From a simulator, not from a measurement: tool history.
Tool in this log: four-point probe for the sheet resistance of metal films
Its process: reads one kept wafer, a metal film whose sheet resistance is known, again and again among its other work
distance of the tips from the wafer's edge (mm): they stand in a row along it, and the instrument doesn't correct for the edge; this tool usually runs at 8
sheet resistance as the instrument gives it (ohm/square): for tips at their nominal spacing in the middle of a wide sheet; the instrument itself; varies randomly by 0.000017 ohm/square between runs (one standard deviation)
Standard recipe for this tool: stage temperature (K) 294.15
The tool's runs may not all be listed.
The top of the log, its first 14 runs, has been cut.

| run | day | stage temperature (K) | distance of the tips from the wafer's edge (mm) | touches since the probe head was changed | hours of work since the stage's thermometer was calibrated | sheet resistance as the instrument gives it (ohm/square) |
|---|---|---|---|---|---|---|
|  | 9.425 | stage's thermometer calibrated, once more |
| 15 | 10.35 | 294.15 | 14 | 16396 | 12 | 0.082599 |
| 16 | 11.121 | 294.15 | 14 | 17053 | 22 | 0.082543 |
| 17 | 12.029 | 303.15 | 8 | 17824 | 33 | 0.083277 |
| 18 | 12.758 | 294.15 | 6 | 18443 | 42 | 0.08413 |
| 19 | 13.438 | 294.15 | 8 | 19021 | 51 | 0.083296 |
| 20 | 13.954 | 298.15 | 8 | 19462 | 58 | 0.083249 |
| 21 | 14.667 | 294.15 | 8 | 20065 | 67 | 0.083289 |
| 22 | 15.738 | 294.15 | 8 | 20974 | 81 | 0.083276 |
| 23 | 16.733 | 293.15 | 4 | 21821 | 93 | 0.086374 |
| 24 | 17.596 | 293.15 | 4 | 22556 | 104 | 0.086393 |
| 25 | 18.258 | 295.15 | 17 | 23120 | 113 | 0.082412 |
| 26 | 19.296 | 295.15 | 17 | 24000 | 126 | 0.082411 |
| 27 | 20.288 | 296.15 | 3 | 24841 | 139 | 0.089309 |
| 28 | 20.933 | 296.15 | 3 | 25392 | 147 | 0.089311 |
| 29 | 21.842 | 303.15 | 43 | 26164 | 158 | 0.082135 |
| 30 | 22.492 | 292.15 | 59 | 26715 | 167 | 0.082149 |

What will run 31 give?
| 31 | 23.533 | 292.15 | 59 | 27600 | 180 | ? |

sheet resistance as the instrument gives it (ohm/square): 0.082152
Without the tool's hidden state the same run would have given sheet resistance as the instrument gives it (ohm/square) 0.082432.
